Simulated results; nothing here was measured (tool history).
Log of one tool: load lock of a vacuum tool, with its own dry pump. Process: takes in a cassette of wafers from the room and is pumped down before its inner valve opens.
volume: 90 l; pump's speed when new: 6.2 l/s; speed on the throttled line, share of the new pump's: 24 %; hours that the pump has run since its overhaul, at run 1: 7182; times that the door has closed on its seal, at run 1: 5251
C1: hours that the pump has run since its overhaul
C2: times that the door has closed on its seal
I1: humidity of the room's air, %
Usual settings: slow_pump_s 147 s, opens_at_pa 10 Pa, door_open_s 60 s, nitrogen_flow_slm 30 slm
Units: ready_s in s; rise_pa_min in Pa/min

run 1 day=0.000 | slow_pump_s=147 opens_at_pa=10 door_open_s=60 nitrogen_flow_slm=30 | C1=7182 C2=5251 | I1=47.9 | ready_s=258.3 rise_pa_min=0.030
run 2 day=26.017 | slow_pump_s=147 opens_at_pa=10 door_open_s=45 nitrogen_flow_slm=30 | C1=7806 C2=8005 | I1=44.1 | ready_s=258.0 rise_pa_min=0.043
run 3 day=50.850 | slow_pump_s=224 opens_at_pa=10 door_open_s=60 nitrogen_flow_slm=30 | C1=8402 C2=10634 | I1=46.8 | ready_s=314.8 rise_pa_min=0.053
run 4 day=62.621 | slow_pump_s=224 opens_at_pa=10 door_open_s=81 nitrogen_flow_slm=30 | C1=8685 C2=11880 | I1=44.3 | ready_s=312.9 rise_pa_min=0.068
run 5 day=86.958 | slow_pump_s=224 opens_at_pa=13 door_open_s=81 nitrogen_flow_slm=30 | C1=9269 C2=14455 | I1=44.2 | ready_s=310.9 rise_pa_min=0.069
run 6 day=112.900 | slow_pump_s=224 opens_at_pa=13 door_open_s=81 nitrogen_flow_slm=30 | C1=9892 C2=17201 | I1=45.1 | ready_s=313.6 rise_pa_min=0.092
run 7 day=130.554 | slow_pump_s=224 opens_at_pa=13 door_open_s=81 nitrogen_flow_slm=30 | C1=10315 C2=19070 | I1=42.9 | ready_s=308.1 rise_pa_min=0.099
run 8 day=145.650 | slow_pump_s=224 opens_at_pa=13 door_open_s=81 nitrogen_flow_slm=30 | C1=10677 C2=20667 | I1=46.3 | ready_s=313.6 rise_pa_min=0.111
run 9 day=161.796 | slow_pump_s=147 opens_at_pa=10 door_open_s=196 nitrogen_flow_slm=30 | C1=11065 C2=22376 | I1=42.8 | ready_s=262.1 rise_pa_min=0.141
run 10 day=173.025 | slow_pump_s=147 opens_at_pa=10 door_open_s=196 nitrogen_flow_slm=30 | C1=11334 C2=23565 | I1=45.7 | ready_s=262.4 rise_pa_min=0.152
run 11 day=189.808 | slow_pump_s=249 opens_at_pa=10 door_open_s=60 nitrogen_flow_slm=30 | C1=11737 C2=25341 | I1=44.3 | ready_s=336.0 rise_pa_min=0.137
run 12 day=201.088 | slow_pump_s=249 opens_at_pa=10 door_open_s=102 nitrogen_flow_slm=38 | C1=12008 C2=26535 | I1=43.9 | ready_s=337.2 rise_pa_min=0.156
run 13 day=227.088 | slow_pump_s=251 opens_at_pa=7 door_open_s=60 nitrogen_flow_slm=30 | C1=12632 C2=29287 | I1=47.0 | ready_s=345.1 rise_pa_min=0.173
run 14 day=248.204 | slow_pump_s=147 opens_at_pa=15 door_open_s=60 nitrogen_flow_slm=30 | C1=13139 C2=31522 | I1=47.7 | ready_s=259.3 rise_pa_min=0.194
run 15 day=265.079 | slow_pump_s=147 opens_at_pa=15 door_open_s=113 nitrogen_flow_slm=30 | C1=13544 C2=33308 | I1=42.5 | ready_s=259.3 rise_pa_min=0.221
run 16 day=286.296 | slow_pump_s=147 opens_at_pa=15 door_open_s=113 nitrogen_flow_slm=30 | C1=14053 C2=35553 | I1=45.4 | ready_s=260.3 rise_pa_min=0.239
run 17 day=301.133 | slow_pump_s=97 opens_at_pa=10 door_open_s=220 nitrogen_flow_slm=30 | C1=14409 C2=37124 | I1=44.1 | ready_s=236.0 rise_pa_min=0.263
run 18 day=321.558 | slow_pump_s=147 opens_at_pa=8 door_open_s=99 nitrogen_flow_slm=27 | C1=14899 C2=39286 | I1=43.2 | ready_s=275.5 rise_pa_min=0.278
run 19 day=339.754 | slow_pump_s=235 opens_at_pa=10 door_open_s=60 nitrogen_flow_slm=30 | C1=15336 C2=41212 | I1=45.7 | ready_s=333.3 rise_pa_min=0.285
run 20 day=354.067 | slow_pump_s=190 opens_at_pa=18 door_open_s=115 nitrogen_flow_slm=26 | C1=15679 C2=42727 | I1=46.9 | ready_s=288.5 rise_pa_min=0.313
run 21 day=374.671 | slow_pump_s=190 opens_at_pa=12 door_open_s=211 nitrogen_flow_slm=10 | C1=16174 C2=44907 | I1=44.0 | ready_s=298.1 rise_pa_min=0.361

Forecast each of these 5 alternatives for the next run:
run A day=399.212 | slow_pump_s=210 opens_at_pa=12 door_open_s=88 nitrogen_flow_slm=13 | C1=16763 C2=47505 | I1=47.3 | ready_s=? rise_pa_min=?
run B day=399.212 | slow_pump_s=190 opens_at_pa=16 door_open_s=27 nitrogen_flow_slm=10 | C1=16763 C2=47505 | I1=45.0 | ready_s=? rise_pa_min=?
run C day=399.212 | slow_pump_s=116 opens_at_pa=9 door_open_s=32 nitrogen_flow_slm=30 | C1=16763 C2=47505 | I1=42.2 | ready_s=? rise_pa_min=?
run D day=399.212 | slow_pump_s=78 opens_at_pa=12 door_open_s=62 nitrogen_flow_slm=10 | C1=16763 C2=47505 | I1=43.7 | ready_s=? rise_pa_min=?
run E day=399.212 | slow_pump_s=147 opens_at_pa=10 door_open_s=60 nitrogen_flow_slm=33 | C1=16763 C2=47505 | I1=43.5 | ready_s=? rise_pa_min=?

run=A ready_s=314.0 rise_pa_min=0.373
run=B ready_s=293.0 rise_pa_min=0.365
run=C ready_s=254.8 rise_pa_min=0.357
run=D ready_s=222.1 rise_pa_min=0.366
run=E ready_s=273.1 rise_pa_min=0.361
Without the tool's hidden state the same runs would have given:
run=A ready_s=291.6 rise_pa_min=0.030
run=B ready_s=270.6 rise_pa_min=0.016
run=C ready_s=224.6 rise_pa_min=0.010
run=D ready_s=191.0 rise_pa_min=0.026
run=E ready_s=245.8 rise_pa_min=0.020

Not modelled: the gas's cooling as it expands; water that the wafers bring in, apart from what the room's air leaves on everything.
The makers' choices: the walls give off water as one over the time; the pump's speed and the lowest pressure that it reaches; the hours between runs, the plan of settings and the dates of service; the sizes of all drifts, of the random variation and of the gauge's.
